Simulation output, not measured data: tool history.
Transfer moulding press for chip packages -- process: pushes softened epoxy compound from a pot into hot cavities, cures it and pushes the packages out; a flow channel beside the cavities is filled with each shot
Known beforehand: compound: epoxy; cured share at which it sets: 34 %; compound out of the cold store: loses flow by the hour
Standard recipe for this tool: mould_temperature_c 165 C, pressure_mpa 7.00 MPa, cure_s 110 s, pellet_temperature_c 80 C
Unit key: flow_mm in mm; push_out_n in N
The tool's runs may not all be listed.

run     day  mould_temperature_c  pressure_mpa  cure_s  pellet_temperature_c  incoming compound's hours out of the cold store  flow_mm  push_out_n
  1   0.000                  165          7.00     110                    80                                             45.4      672         533
  2   1.588                  165          7.17     110                    80                                              9.7      767         560
      1.958  -- cavities cleaned with cleaning compound and waxed
      2.821  -- plunger's sealing rings changed
  3   2.821                  165          7.17     110                    80                                             45.0      673         536
  4   3.538                  165          7.00     110                    78                                             47.1      663         550
  5   4.775                  165          7.00     110                    78                                             19.2      735         570
      5.638  -- cavities cleaned with cleaning compound and waxed
  6   5.908                  165          7.00     110                    78                                             44.3      671         550
  7   7.125                  165          7.00     110                    78                                             34.3      693         550
      7.433  -- mould's thermocouples calibrated
  8   8.192                  165          7.00     110                    78                                             29.9      707         588
      9.417  -- cavities cleaned with cleaning compound and waxed
  9   9.900                  165          7.00     110                    80                                             18.4      734         571
 10  10.600                  165          7.00     110                    80                                             17.9      737         568
 11  11.496                  165          7.00     112                    80                                             12.9      754         555
 12  12.538                  165          7.00     112                    80                                             22.1      727         552
     13.000  -- cavities cleaned with cleaning compound and waxed
 13  13.904                  165          7.00     112                    80                                             45.7      666         525
 14  14.783                  165          7.00     110                    80                                             20.0      731         549
 15  15.883                  165          7.00     110                    80                                             31.8      700         549
     16.592  -- cavities cleaned with cleaning compound and waxed
 16  17.279                  165          6.70     110                    80                                             15.9      727         564
 17  18.629                  169          5.51     130                    70                                             37.8      592         429
     18.933  -- plunger's sealing rings changed
 18  19.592                  167          5.89      96                    90                                             37.2      628         593
     20.279  -- cavities cleaned with cleaning compound and waxed
 19  21.021                  165          8.24     111                    79                                             47.8      721         536
 20  22.300                  165          8.24     111                    79                                             43.0      730         514
 21  23.229                  165          7.00     117                    80                                             15.2      748         515
     23.875  -- cavities cleaned with cleaning compound and waxed
 22  24.617                  165          7.00     117                    80                                             20.2      732         517
 23  25.471                  165          5.23     117                    80                                             18.5      632         497
 24  26.504                  163          7.28     121                    85                                             43.4      694         519
     27.558  -- cavities cleaned with cleaning compound and waxed
 25  28.083                  163          7.28     141                    85                                             31.7      723         451
 26  29.729                  165          7.00     110                    82                                             37.5      687         560
     31.125  -- cavities cleaned with cleaning compound and waxed
 27  31.125                  160          7.93      97                    76                                             32.6      763        1037
 28  32.454                  165          7.00     110                    71                                             21.8      725         555

3 ways to go on from here, each from the tool as it stands after run 28. What would each give?
  A  34.000                  165          7.00     100                    75                                             34.6        ?           ?
  B  34.000                  165          7.53     100                    73                                             44.8        ?           ?
  C  34.000                  165          5.98     110                    81                                             36.1        ?           ?

run  flow_mm  push_out_n
  A      701         666
  B      700         653
  C      640         562
What these runs would have given with no unlogged condition in the tool:
run  flow_mm  push_out_n
  A      701         660
  B      701         647
  C      640         558
